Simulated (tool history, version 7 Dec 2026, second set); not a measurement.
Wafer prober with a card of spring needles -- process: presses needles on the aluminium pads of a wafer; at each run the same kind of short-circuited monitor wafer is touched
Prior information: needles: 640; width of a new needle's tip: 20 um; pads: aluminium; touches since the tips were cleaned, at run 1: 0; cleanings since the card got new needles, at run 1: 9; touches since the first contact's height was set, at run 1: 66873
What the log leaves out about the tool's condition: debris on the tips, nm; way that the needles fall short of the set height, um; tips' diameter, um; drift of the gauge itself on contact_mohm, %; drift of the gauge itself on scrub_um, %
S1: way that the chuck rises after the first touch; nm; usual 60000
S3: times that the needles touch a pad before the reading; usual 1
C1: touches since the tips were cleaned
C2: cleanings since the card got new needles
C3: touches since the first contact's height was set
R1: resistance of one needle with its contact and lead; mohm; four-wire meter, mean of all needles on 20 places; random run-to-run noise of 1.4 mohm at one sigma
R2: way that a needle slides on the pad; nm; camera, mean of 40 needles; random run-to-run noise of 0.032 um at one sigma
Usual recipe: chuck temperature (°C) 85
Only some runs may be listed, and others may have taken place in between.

Run 1, hour 0: usual settings; C1 0; C2 9; C3 66873. Result: R1 133 mohm, R2 12100 nm.
Run 2, hour 9.4: usual settings; C1 5063; C2 9; C3 71936. Result: R1 191 mohm, R2 12120 nm.
At hour 12.4: tips cleaned on abrasive film.
Run 3, hour 17.3: usual settings; C1 2651; C2 10; C3 76140. Result: R1 166 mohm, R2 12100 nm.
Run 4, hour 22.5: usual settings; C1 5439; C2 10; C3 78928. Result: R1 193 mohm, R2 12120 nm.
At hour 25.2: tips cleaned on abrasive film.
Run 5, hour 31.7: usual settings; C1 3497; C2 11; C3 83835. Result: R1 173 mohm, R2 12070 nm.
Run 6, hour 37.3: usual settings but S3 2; C1 6522; C2 11; C3 86860. Result: R1 169 mohm, R2 12070 nm.
At hour 37.9: tips cleaned on abrasive film.
Run 7, hour 47: usual settings; C1 4875; C2 12; C3 92017. Result: R1 190 mohm, R2 12080 nm.
At hour 50.7: tips cleaned on abrasive film.
Run 8, hour 58.6: usual settings but S1 55000 nm; C1 4261; C2 13; C3 98238. Result: R1 201 mohm, R2 11010 nm.
At hour 64.2: tips cleaned on abrasive film.
Run 9, hour 66: usual settings but S1 55000 nm; C1 970; C2 14; C3 102144. Result: R1 157 mohm, R2 10980 nm.
Run 10, hour 76.4: usual settings but S1 71000 nm; C1 6598; C2 14; C3 107772. Result: R1 175 mohm, R2 14210 nm.
At hour 77.3: tips cleaned on abrasive film.
Run 11, hour 87.3: usual settings but S1 71000 nm; C1 5393; C2 15; C3 113581. Result: R1 172 mohm, R2 14200 nm.
At hour 90.2: tips cleaned on abrasive film.
Run 12, hour 98.6: usual settings but S1 71000 nm; C1 4531; C2 16; C3 119612. Result: R1 165 mohm, R2 14260 nm.
At hour 103.1: tips cleaned on abrasive film.
Run 13, hour 109.9: usual settings but chuck temperature (°C) 48; C1 3641; C2 17; C3 125628. Result: R1 177 mohm, R2 11950 nm.
At hour 115.6: tips cleaned on abrasive film.
Run 14, hour 121: usual settings; C1 2936; C2 18; C3 131559. Result: R1 174 mohm, R2 11950 nm.
At hour 128.7: tips cleaned on abrasive film.
Run 15, hour 132.2: usual settings; C1 1872; C2 19; C3 137533. Result: R1 166 mohm, R2 11870 nm.
Run 16, hour 138: usual settings but S1 75000 nm; C1 4962; C2 19; C3 140623. Result: R1 166 mohm, R2 14910 nm.
At hour 141.4: tips cleaned on abrasive film.
Run 17, hour 149.2: usual settings but S1 66000 nm, chuck temperature (°C) 27, S3 2; C1 4241; C2 20; C3 146643. Result: R1 149 mohm, R2 13090 nm.
At hour 153.8: tips cleaned on abrasive film.
Run 18, hour 161.2: usual settings but S1 66000 nm, chuck temperature (°C) 27, S3 2; C1 4004; C2 21; C3 153040. Result: R1 146 mohm, R2 13130 nm.
At hour 166.2: tips cleaned on abrasive film.
Run 19, hour 169.9: usual settings but chuck temperature (°C) 61; C1 1991; C2 22; C3 157667. Result: R1 160 mohm, R2 11860 nm.
Run 20, hour 176.3: usual settings but S1 46000 nm, chuck temperature (°C) 97, S3 2; C1 5420; C2 22; C3 161096. Result: R1 206 mohm, R2 9020 nm.
At hour 178.9: tips cleaned on abrasive film.
Run 21, hour 187.3: usual settings but S1 43000 nm, chuck temperature (°C) 52, S3 3; C1 4502; C2 23; C3 166976. Result: R1 177 mohm, R2 8330 nm.
At hour 191.8: tips cleaned on abrasive film.
Run 22, hour 195.5: usual settings but S1 43000 nm, chuck temperature (°C) 52, S3 3; C1 2007; C2 24; C3 171365. Result: R1 159 mohm, R2 8330 nm.
At hour 205.2: tips cleaned on abrasive film.
Run 23, hour 206.6: usual settings but S1 48000 nm, chuck temperature (°C) 32, S3 2; C1 729; C2 25; C3 177261. Result: R1 145 mohm, R2 9290 nm.
Run 24, hour 216.8: usual settings but S1 48000 nm, chuck temperature (°C) 32, S3 2; C1 6209; C2 25; C3 182741. Result: R1 201 mohm, R2 9260 nm.
At hour 218: tips cleaned on abrasive film.
Run 25, hour 228.2: usual settings but S1 54000 nm, chuck temperature (°C) 47; C1 5491; C2 26; C3 188845. Result: R1 219 mohm, R2 10550 nm.
At hour 230.9: tips cleaned on abrasive film.
Run 26, hour 237.4: usual settings but S1 68000 nm, chuck temperature (°C) 116, S3 2; C1 3504; C2 27; C3 193735. Result: R1 149 mohm, R2 13370 nm.
At hour 243.9: tips cleaned on abrasive film.
Run 27, hour 249.7: usual settings but chuck temperature (°C) 64; C1 3111; C2 28; C3 200311. Result: R1 178 mohm, R2 11680 nm.
At hour 253.4: height of the first contact set anew.
Run 28, hour 254.9: usual settings but chuck temperature (°C) 64; C1 5764; C2 28; C3 845. Result: R1 192 mohm, R2 12280 nm.
At hour 256.7: tips cleaned on abrasive film.
Run 29, hour 264.3: usual settings but chuck temperature (°C) 38; C1 4101; C2 29; C3 5855. Result: R1 186 mohm, R2 12310 nm.
At hour 269.4: tips cleaned on abrasive film.
Run 30, hour 269.4: usual settings but chuck temperature (°C) 38; C1 0; C2 30; C3 8516. Result: R1 122 mohm, R2 12260 nm.
Run 31, hour 280.7: usual settings but chuck temperature (°C) 38; C1 6119; C2 30; C3 14635. Result: R1 203 mohm, R2 12290 nm.
At hour 282.6: tips cleaned on abrasive film.
Run 32, hour 286.9: usual settings but chuck temperature (°C) 38; C1 2364; C2 31; C3 17926. Result: R1 167 mohm, R2 12230 nm.

Across each entry between runs, compare the hidden state at the last listed run before it with the hidden state at the first listed run after it:
Logged between run 2 and run 3: tips cleaned on abrasive film (hour 12.4)
  debris on the tips, nm: 115.6 -> 75.1; way that the needles fall short of the set height, um: 0.97 -> 1.06; tips' diameter, um: 20.34 -> 20.37
  measured less the result without the state, R1: +68 -> +44 mohm; R2: -200 -> -220 nm
Logged between run 4 and run 5: tips cleaned on abrasive film (hour 25.2)
  debris on the tips, nm: 116 -> 86.5; way that the needles fall short of the set height, um: 1.06 -> 1.13; tips' diameter, um: 20.37 -> 20.4
  measured less the result without the state, R1: +70 -> +52 mohm; R2: -210 -> -230 nm
Logged between run 6 and run 7: tips cleaned on abrasive film (hour 37.9)
  debris on the tips, nm: 127 -> 109.2; way that the needles fall short of the set height, um: 1.13 -> 1.26; tips' diameter, um: 20.4 -> 20.44
  measured less the result without the state, R1: +46 -> +67 mohm; R2: -230 -> -260 nm
Logged between run 7 and run 8: tips cleaned on abrasive film (hour 50.7)
  debris on the tips, nm: 109.2 -> 103.3; way that the needles fall short of the set height, um: 1.26 -> 1.38; tips' diameter, um: 20.44 -> 20.48
  measured less the result without the state, R1: +67 -> +75 mohm; R2: -260 -> -290 nm
Logged between run 8 and run 9: tips cleaned on abrasive film (hour 64.2)
  debris on the tips, nm: 103.3 -> 40.8; way that the needles fall short of the set height, um: 1.38 -> 1.49; tips' diameter, um: 20.48 -> 20.52
  measured less the result without the state, R1: +75 -> +31 mohm; R2: -290 -> -300 nm
Logged between run 10 and run 11: tips cleaned on abrasive film (hour 77.3)
  debris on the tips, nm: 130.3 -> 118; way that the needles fall short of the set height, um: 1.49 -> 1.57; tips' diameter, um: 20.52 -> 20.55
  measured less the result without the state, R1: +58 -> +54 mohm; R2: -310 -> -320 nm
Logged between run 11 and run 12: tips cleaned on abrasive film (hour 90.2)
  debris on the tips, nm: 118 -> 105.4; way that the needles fall short of the set height, um: 1.57 -> 1.66; tips' diameter, um: 20.55 -> 20.58
  measured less the result without the state, R1: +54 -> +48 mohm; R2: -320 -> -340 nm
Logged between run 12 and run 13: tips cleaned on abrasive film (hour 103.1)
  debris on the tips, nm: 105.4 -> 94.7; way that the needles fall short of the set height, um: 1.66 -> 1.73; tips' diameter, um: 20.58 -> 20.61
  measured less the result without the state, R1: +48 -> +63 mohm; R2: -340 -> -360 nm
Logged between run 13 and run 14: tips cleaned on abrasive film (hour 115.6)
  debris on the tips, nm: 94.7 -> 85; way that the needles fall short of the set height, um: 1.73 -> 1.86; tips' diameter, um: 20.61 -> 20.65
  measured less the result without the state, R1: +63 -> +54 mohm; R2: -360 -> -380 nm
Logged between run 14 and run 15: tips cleaned on abrasive film (hour 128.7)
  debris on the tips, nm: 85 -> 66.8; way that the needles fall short of the set height, um: 1.86 -> 1.93; tips' diameter, um: 20.65 -> 20.68
  measured less the result without the state, R1: +54 -> +43 mohm; R2: -380 -> -400 nm
Logged between run 16 and run 17: tips cleaned on abrasive film (hour 141.4)
  debris on the tips, nm: 117.6 -> 100.9; way that the needles fall short of the set height, um: 1.93 -> 2.02; tips' diameter, um: 20.68 -> 20.71
  measured less the result without the state, R1: +49 -> +36 mohm; R2: -390 -> -420 nm
Logged between run 17 and run 18: tips cleaned on abrasive film (hour 153.8)
  debris on the tips, nm: 100.9 -> 101; way that the needles fall short of the set height, um: 2.02 -> 2.14; tips' diameter, um: 20.71 -> 20.75
  measured less the result without the state, R1: +36 -> +36 mohm; R2: -420 -> -440 nm
Logged between run 18 and run 19: tips cleaned on abrasive film (hour 166.2)
  debris on the tips, nm: 101 -> 57.5; way that the needles fall short of the set height, um: 2.14 -> 2.25; tips' diameter, um: 20.75 -> 20.79
  measured less the result without the state, R1: +36 -> +40 mohm; R2: -440 -> -470 nm
Logged between run 20 and run 21: tips cleaned on abrasive film (hour 178.9)
  debris on the tips, nm: 116.5 -> 108.9; way that the needles fall short of the set height, um: 2.25 -> 2.34; tips' diameter, um: 20.79 -> 20.82
  measured less the result without the state, R1: +76 -> +54 mohm; R2: -460 -> -480 nm
Logged between run 21 and run 22: tips cleaned on abrasive film (hour 191.8)
  debris on the tips, nm: 108.9 -> 63.5; way that the needles fall short of the set height, um: 2.34 -> 2.46; tips' diameter, um: 20.82 -> 20.86
  measured less the result without the state, R1: +54 -> +33 mohm; R2: -480 -> -500 nm
Logged between run 22 and run 23: tips cleaned on abrasive film (hour 205.2)
  debris on the tips, nm: 63.5 -> 34.8; way that the needles fall short of the set height, um: 2.46 -> 2.6; tips' diameter, um: 20.86 -> 20.91
  measured less the result without the state, R1: +33 -> +26 mohm; R2: -500 -> -530 nm
Logged between run 24 and run 25: tips cleaned on abrasive film (hour 218)
  debris on the tips, nm: 125.9 -> 118.1; way that the needles fall short of the set height, um: 2.6 -> 2.72; tips' diameter, um: 20.91 -> 20.95
  measured less the result without the state, R1: +85 -> +103 mohm; R2: -530 -> -560 nm
Logged between run 25 and run 26: tips cleaned on abrasive film (hour 230.9)
  debris on the tips, nm: 118.1 -> 85.6; way that the needles fall short of the set height, um: 2.72 -> 2.83; tips' diameter, um: 20.95 -> 20.99
  measured less the result without the state, R1: +103 -> +27 mohm; R2: -560 -> -580 nm
Logged between run 26 and run 27: tips cleaned on abrasive film (hour 243.9)
  debris on the tips, nm: 85.6 -> 78.9; way that the needles fall short of the set height, um: 2.83 -> 2.95; tips' diameter, um: 20.99 -> 21.03
  measured less the result without the state, R1: +27 -> +57 mohm; R2: -580 -> -600 nm
Logged between run 27 and run 28: height of the first contact set anew (hour 253.4)
  debris on the tips, nm: 78.9 -> 116.7; way that the needles fall short of the set height, um: 2.95 -> 0
  measured less the result without the state, R1: +57 -> +74 mohm; R2: -600 -> +0 nm
Logged between run 28 and run 29: tips cleaned on abrasive film (hour 256.7)
  debris on the tips, nm: 116.7 -> 103.8; way that the needles fall short of the set height, um: 0 -> 0.14; tips' diameter, um: 21.03 -> 21.08
  measured less the result without the state, R1: +74 -> +70 mohm; R2: +0 -> -30 nm
Logged between run 29 and run 30: tips cleaned on abrasive film (hour 269.4)
  debris on the tips, nm: 103.8 -> 6.8; way that the needles fall short of the set height, um: 0.14 -> 0.25; tips' diameter, um: 21.08 -> 21.12
  measured less the result without the state, R1: +70 -> +6 mohm; R2: -30 -> -60 nm
Logged between run 31 and run 32: tips cleaned on abrasive film (hour 282.6)
  debris on the tips, nm: 126.9 -> 75.3; way that the needles fall short of the set height, um: 0.25 -> 0.35; tips' diameter, um: 21.12 -> 21.16
  measured less the result without the state, R1: +86 -> +52 mohm; R2: -50 -> -70 nm
